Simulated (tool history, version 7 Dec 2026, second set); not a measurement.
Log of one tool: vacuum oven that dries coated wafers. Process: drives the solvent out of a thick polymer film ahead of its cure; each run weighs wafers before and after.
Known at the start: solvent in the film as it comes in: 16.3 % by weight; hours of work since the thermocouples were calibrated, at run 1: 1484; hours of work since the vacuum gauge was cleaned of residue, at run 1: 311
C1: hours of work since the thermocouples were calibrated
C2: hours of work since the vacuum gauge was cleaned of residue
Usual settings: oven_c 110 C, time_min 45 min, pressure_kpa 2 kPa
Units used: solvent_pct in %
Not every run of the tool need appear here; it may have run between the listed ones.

Run 1, hour 0: usual settings; C1 1484; C2 311. Result: solvent_pct 3.67 %.
Run 2, hour 8.6: usual settings; C1 1489; C2 315. Result: solvent_pct 3.67 %.
Run 3, hour 19.3: usual settings; C1 1495; C2 321. Result: solvent_pct 3.67 %.
Run 4, hour 34.5: usual settings but pressure_kpa 1.68 kPa; C1 1503; C2 329. Result: solvent_pct 3.41 %.
Run 5, hour 49.9: usual settings but pressure_kpa 1.68 kPa; C1 1511; C2 337. Result: solvent_pct 3.41 %.
Run 6, hour 68.2: usual settings but time_min 32 min; C1 1521; C2 347. Result: solvent_pct 4.95 %.
Run 7, hour 78.3: usual settings but time_min 32 min; C1 1526; C2 353. Result: solvent_pct 4.95 %.
Run 8, hour 90.1: usual settings but time_min 32 min, pressure_kpa 5.42 kPa; C1 1533; C2 359. Result: solvent_pct 7.43 %.
Run 9, hour 98.3: usual settings; C1 1537; C2 363. Result: solvent_pct 3.65 %.
Run 10, hour 109.6: usual settings but oven_c 113 C; C1 1543; C2 369. Result: solvent_pct 3.14 %.
Run 11, hour 126.7: usual settings but oven_c 113 C, time_min 27 min; C1 1552; C2 379. Result: solvent_pct 5.02 %.
Run 12, hour 139.1: usual settings; C1 1559; C2 385. Result: solvent_pct 3.66 %.
Run 13, hour 156.8: usual settings; C1 1568; C2 395. Result: solvent_pct 3.65 %.
Run 14, hour 168.4: usual settings but oven_c 122 C; C1 1575; C2 401. Result: solvent_pct 1.88 %.
Run 15, hour 184: usual settings but oven_c 122 C; C1 1583; C2 409. Result: solvent_pct 1.88 %.
Run 16, hour 199.7: usual settings but oven_c 114 C, time_min 49 min, pressure_kpa 1.01 kPa; C1 1591; C2 418. Result: solvent_pct 2 %.
Run 17, hour 217.6: usual settings but time_min 55 min, pressure_kpa 1.2 kPa; C1 1601; C2 427. Result: solvent_pct 2.38 %.
Run 18, hour 227.9: usual settings but oven_c 123 C; C1 1607; C2 433. Result: solvent_pct 1.77 %.
Run 19, hour 245.3: usual settings but oven_c 123 C; C1 1616; C2 442. Result: solvent_pct 1.77 %.
Run 20, hour 260.3: usual settings but oven_c 104 C, time_min 52 min, pressure_kpa 4.96 kPa; C1 1624; C2 450. Result: solvent_pct 7.23 %.
Run 21, hour 277.2: usual settings but oven_c 114 C, time_min 48 min; C1 1633; C2 459. Result: solvent_pct 2.77 %.

Run 22 comes next. What will it give?
Run 22, hour 285.1: usual settings but oven_c 114 C, time_min 48 min; C1 1637; C2 464. Result: solvent_pct ?.

solvent_pct: 2.79 %
With no hidden state in the tool, this same run would have given solvent_pct 3.04 %.
